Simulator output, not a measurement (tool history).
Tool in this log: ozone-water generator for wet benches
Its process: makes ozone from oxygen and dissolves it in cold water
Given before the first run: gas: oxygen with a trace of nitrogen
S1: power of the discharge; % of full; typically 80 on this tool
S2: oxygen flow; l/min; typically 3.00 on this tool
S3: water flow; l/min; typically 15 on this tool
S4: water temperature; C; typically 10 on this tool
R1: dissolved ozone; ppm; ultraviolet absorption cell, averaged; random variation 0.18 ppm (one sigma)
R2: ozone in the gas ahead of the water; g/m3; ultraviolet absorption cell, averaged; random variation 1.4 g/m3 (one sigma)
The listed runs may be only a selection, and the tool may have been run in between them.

Run 1, hour 0.0: usual settings. Result: R1 25.3 ppm, R2 249.9 g/m3.
Run 2, hour 75.9: usual settings but S3 10 l/min. Result: R1 34.8 ppm, R2 251.4 g/m3.
Run 3, hour 145.3: usual settings. Result: R1 25.2 ppm, R2 251.6 g/m3.
Run 4, hour 199.1: usual settings. Result: R1 25.7 ppm, R2 249.2 g/m3.
Run 5, hour 263.2: usual settings. Result: R1 25.3 ppm, R2 250.1 g/m3.
Run 6, hour 347.3: usual settings. Result: R1 25.4 ppm, R2 250.3 g/m3.
Run 7, hour 435.7: usual settings. Result: R1 25.4 ppm, R2 251.1 g/m3.
Run 8, hour 496.0: usual settings. Result: R1 25.0 ppm, R2 249.0 g/m3.
Run 9, hour 586.0: usual settings. Result: R1 25.1 ppm, R2 250.1 g/m3.
At hour 657.7: contactor cleaned.
Run 10, hour 661.4: usual settings. Result: R1 25.6 ppm, R2 245.8 g/m3.
Run 11, hour 749.9: usual settings but S1 41 % of full. Result: R1 17.9 ppm, R2 176.9 g/m3.
Run 12, hour 798.0: usual settings but S1 41 % of full. Result: R1 17.8 ppm, R2 175.7 g/m3.
Run 13, hour 847.2: usual settings but S1 41 % of full. Result: R1 18.1 ppm, R2 176.7 g/m3.
Run 14, hour 887.3: usual settings. Result: R1 25.6 ppm, R2 247.8 g/m3.
Run 15, hour 952.3: usual settings. Result: R1 25.3 ppm, R2 247.1 g/m3.
Run 16, hour 992.1: usual settings. Result: R1 25.4 ppm, R2 249.3 g/m3.
Run 17, hour 1062.9: usual settings. Result: R1 25.4 ppm, R2 246.7 g/m3.
Run 18, hour 1135.1: usual settings but S1 77 % of full, S2 5.30 l/min. Result: R1 25.9 ppm, R2 179.6 g/m3.
Run 19, hour 1221.7: usual settings but S1 77 % of full, S2 5.30 l/min. Result: R1 25.7 ppm, R2 178.6 g/m3.
Run 20, hour 1287.6: usual settings but S1 77 % of full, S2 5.30 l/min. Result: R1 25.7 ppm, R2 177.4 g/m3.
Run 21, hour 1337.2: usual settings but S1 77 % of full, S2 5.30 l/min. Result: R1 25.9 ppm, R2 175.9 g/m3.
Run 22, hour 1388.6: usual settings but S1 77 % of full, S2 5.30 l/min. Result: R1 25.7 ppm, R2 178.9 g/m3.
Run 23, hour 1457.9: usual settings but S1 54 % of full, S2 4.12 l/min. Result: R1 21.0 ppm, R2 168.9 g/m3.
Run 24, hour 1519.6: usual settings but S1 54 % of full, S2 4.12 l/min. Result: R1 21.3 ppm, R2 167.5 g/m3.
Run 25, hour 1611.6: usual settings but S1 95 % of full, S2 4.23 l/min. Result: R1 28.3 ppm, R2 222.4 g/m3.
Run 26, hour 1704.7: usual settings but S1 56 % of full, S2 5.29 l/min, S3 20 l/min. Result: R1 17.6 ppm, R2 149.5 g/m3.
Run 27, hour 1781.6: usual settings but S4 14 C. Result: R1 24.0 ppm, R2 248.3 g/m3.
Run 28, hour 1856.1: usual settings but S1 86 % of full, S2 1.54 l/min, S3 16 l/min, S4 6 C. Result: R1 22.0 ppm, R2 364.2 g/m3.
Run 29, hour 1904.7: usual settings but S1 86 % of full, S2 1.54 l/min, S3 9 l/min, S4 7 C. Result: R1 37.9 ppm, R2 364.0 g/m3.
Run 30, hour 1998.9: usual settings but S1 86 % of full, S2 1.54 l/min, S3 9 l/min, S4 7 C. Result: R1 38.0 ppm, R2 360.9 g/m3.
Run 31, hour 2048.4: usual settings but S1 86 % of full, S2 1.54 l/min, S3 9 l/min, S4 7 C. Result: R1 37.6 ppm, R2 363.0 g/m3.
At hour 2091.8: gauge calibrated.
Run 32, hour 2139.1: usual settings but S1 43 % of full, S3 11 l/min. Result: R1 23.7 ppm, R2 181.4 g/m3.
Run 33, hour 2217.7: usual settings but S1 49 % of full, S4 18 C. Result: R1 17.9 ppm, R2 193.9 g/m3.

3 options for the next run, each taken on its own from the tool as it stands now. Forecast them:
Run A, hour 2297.6: usual settings but S2 4.72 l/min, S3 18 l/min, S4 15 C. Result: R1 ?, R2 ?.
Run B, hour 2297.6: usual settings but S1 77 % of full, S4 7 C. Result: R1 ?, R2 ?.
Run C, hour 2297.6: usual settings but S4 14 C. Result: R1 ?, R2 ?.

run    R1     R2
  A  21.7  194.7
  B  25.4  244.6
  C  23.8  248.3
With no hidden state in the tool, these same runs would have given:
run    R1     R2
  A  21.7  195.6
  B  25.5  245.7
  C  23.9  249.5
